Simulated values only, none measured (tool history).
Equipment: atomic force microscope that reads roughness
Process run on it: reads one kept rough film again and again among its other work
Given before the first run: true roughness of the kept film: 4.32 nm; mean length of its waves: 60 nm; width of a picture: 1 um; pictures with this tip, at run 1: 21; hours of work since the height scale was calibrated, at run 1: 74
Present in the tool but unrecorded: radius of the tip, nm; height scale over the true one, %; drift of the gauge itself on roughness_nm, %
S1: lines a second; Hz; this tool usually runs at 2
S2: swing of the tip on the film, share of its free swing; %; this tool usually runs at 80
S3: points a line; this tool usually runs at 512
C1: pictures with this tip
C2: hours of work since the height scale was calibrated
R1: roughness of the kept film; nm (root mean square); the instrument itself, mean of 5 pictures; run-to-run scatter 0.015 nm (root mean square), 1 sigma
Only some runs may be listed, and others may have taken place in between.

| run | hour | S1 | S2 | S3 | C1 | C2 | R1 |
|---|---|---|---|---|---|---|---|
| 1 | 0 | 2 | 80 | 512 | 21 | 74 | 3.589 |
| 2 | 4.3 | 2 | 80 | 512 | 29 | 76 | 3.552 |
| 3 | 10 | 2 | 80 | 512 | 39 | 80 | 3.515 |
| 4 | 14.1 | 2 | 80 | 341 | 46 | 82 | 3.515 |
| 5 | 22.3 | 2 | 80 | 341 | 60 | 87 | 3.44 |
| 6 | 28.2 | 2 | 80 | 440 | 70 | 90 | 3.445 |
| 7 | 32.9 | 2 | 80 | 512 | 78 | 93 | 3.384 |
| 8 | 41.7 | 2 | 80 | 512 | 93 | 98 | 3.322 |
| 9 | 50.9 | 2 | 80 | 574 | 109 | 104 | 3.326 |
|  | 58.8 | new tip fitted |
| 10 | 59.5 | 2 | 56 | 574 | 1 | 109 | 3.99 |
| 11 | 67.1 | 2 | 80 | 495 | 14 | 113 | 3.654 |
| 12 | 75.8 | 1.81 | 80 | 512 | 29 | 118 | 3.628 |
| 13 | 80.9 | 1.81 | 80 | 512 | 38 | 121 | 3.546 |
| 14 | 87.3 | 1.81 | 80 | 736 | 49 | 125 | 3.564 |
| 15 | 93 | 1.81 | 80 | 736 | 59 | 128 | 3.48 |
| 16 | 100.6 | 1.81 | 80 | 736 | 72 | 133 | 3.448 |
| 17 | 108 | 3.1 | 80 | 512 | 85 | 137 | 3.185 |
| 18 | 114.5 | 2 | 80 | 512 | 96 | 141 | 3.339 |
| 19 | 120 | 2 | 80 | 512 | 105 | 144 | 3.288 |
| 20 | 124.9 | 2 | 80 | 512 | 114 | 147 | 3.276 |
|  | 130.5 | new tip fitted |
| 21 | 132.9 | 0.53 | 80 | 512 | 5 | 152 | 3.974 |
| 22 | 140.9 | 0.53 | 80 | 512 | 18 | 156 | 3.944 |
|  | 142.4 | height scale calibrated on a step standard |
| 23 | 148.9 | 0.76 | 62 | 380 | 31 | 4 | 3.916 |
| 24 | 153 | 1.31 | 80 | 418 | 38 | 6 | 3.637 |
| 25 | 160.5 | 1.31 | 73 | 437 | 50 | 11 | 3.714 |
| 26 | 167.1 | 3.03 | 58 | 709 | 62 | 15 | 3.689 |
| 27 | 175.9 | 2.2 | 65 | 925 | 77 | 20 | 3.612 |
| 28 | 183.7 | 2.88 | 78 | 485 | 91 | 24 | 3.248 |
| 29 | 191.7 | 2.88 | 78 | 485 | 104 | 29 | 3.231 |
|  | 197.9 | height scale calibrated on a step standard, once more |
| 30 | 197.9 | 1.61 | 71 | 512 | 113 | 0 | 3.477 |
|  | 203.4 | new tip fitted |
| 31 | 206.5 | 1.61 | 71 | 512 | 5 | 5 | 3.866 |
| 32 | 214.5 | 0.6 | 71 | 324 | 19 | 10 | 3.903 |
| 33 | 222.7 | 2 | 66 | 512 | 33 | 14 | 3.736 |
| 34 | 227.5 | 2 | 61 | 290 | 41 | 17 | 3.796 |
| 35 | 236.5 | 1 | 73 | 512 | 57 | 22 | 3.725 |
| 36 | 241.2 | 1 | 73 | 512 | 65 | 25 | 3.685 |
| 37 | 248.3 | 1 | 73 | 512 | 77 | 29 | 3.618 |
| 38 | 256 | 1 | 60 | 512 | 90 | 34 | 3.659 |
| 39 | 264 | 1.41 | 64 | 331 | 104 | 39 | 3.575 |
| 40 | 269.9 | 2 | 88 | 367 | 114 | 42 | 3.101 |
|  | 274.6 | new tip fitted |
| 41 | 274.6 | 3.41 | 68 | 427 | 0 | 45 | 3.73 |
| 42 | 282.5 | 2 | 81 | 287 | 13 | 49 | 3.604 |

Each row is a separate what-if for the run after 42, all from the same tool condition, not one after another. Results?
| A | 290.8 | 2 | 73 | 287 | 28 | 54 | ? |
| B | 290.8 | 2 | 80 | 506 | 28 | 54 | ? |
| C | 290.8 | 1.09 | 68 | 693 | 28 | 54 | ? |

| run | R1 |
|---|---|
| A | 3.689 |
| B | 3.576 |
| C | 3.864 |
Without the tool's hidden state the same runs would have given:
| run | R1 |
|---|---|
| A | 3.801 |
| B | 3.684 |
| C | 3.981 |
